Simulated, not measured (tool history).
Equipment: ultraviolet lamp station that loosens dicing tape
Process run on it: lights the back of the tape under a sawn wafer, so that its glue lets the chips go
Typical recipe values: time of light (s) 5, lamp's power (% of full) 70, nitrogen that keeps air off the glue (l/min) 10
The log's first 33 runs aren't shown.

run	hour	time of light (s)	lamp's power (% of full)	nitrogen that keeps air off the glue (l/min)	force that peels the tape off (N)	light that reached the tape (mJ/cm²)
34	1660.7	9	74	9	0.232	373
35	1721.3	9	85	9	0.164	423
36	1794	9	63	11	0.338	312
37	1829.3	3	62	11	3.074	98
38	1887	3	62	11	3.278	99
39	1940.9	2	95	10	3.22	97
40	1999.4	4	87	10	1.365	180
41	2046.2	8	70	10	0.485	279
42	2117.1	3	70	5	4.119	101
43	2180.8	2	78	10	4.238	74
44	2244.5	2	78	10	4.404	73

Branching from run 44: 3 alternative next runs. What would each branch give?
A	2287.4	6	87	10	?	?
B	2287.4	2	95	17	?	?
C	2287.4	6	72	4	?	?

run	force that peels the tape off (N)	light that reached the tape (mJ/cm²)
A	0.708	240
B	3.174	88
C	2.018	195
Without the tool's hidden state the same runs would have given:
run	force that peels the tape off (N)	light that reached the tape (mJ/cm²)
A	0.189	386
B	1.621	140
C	0.794	315
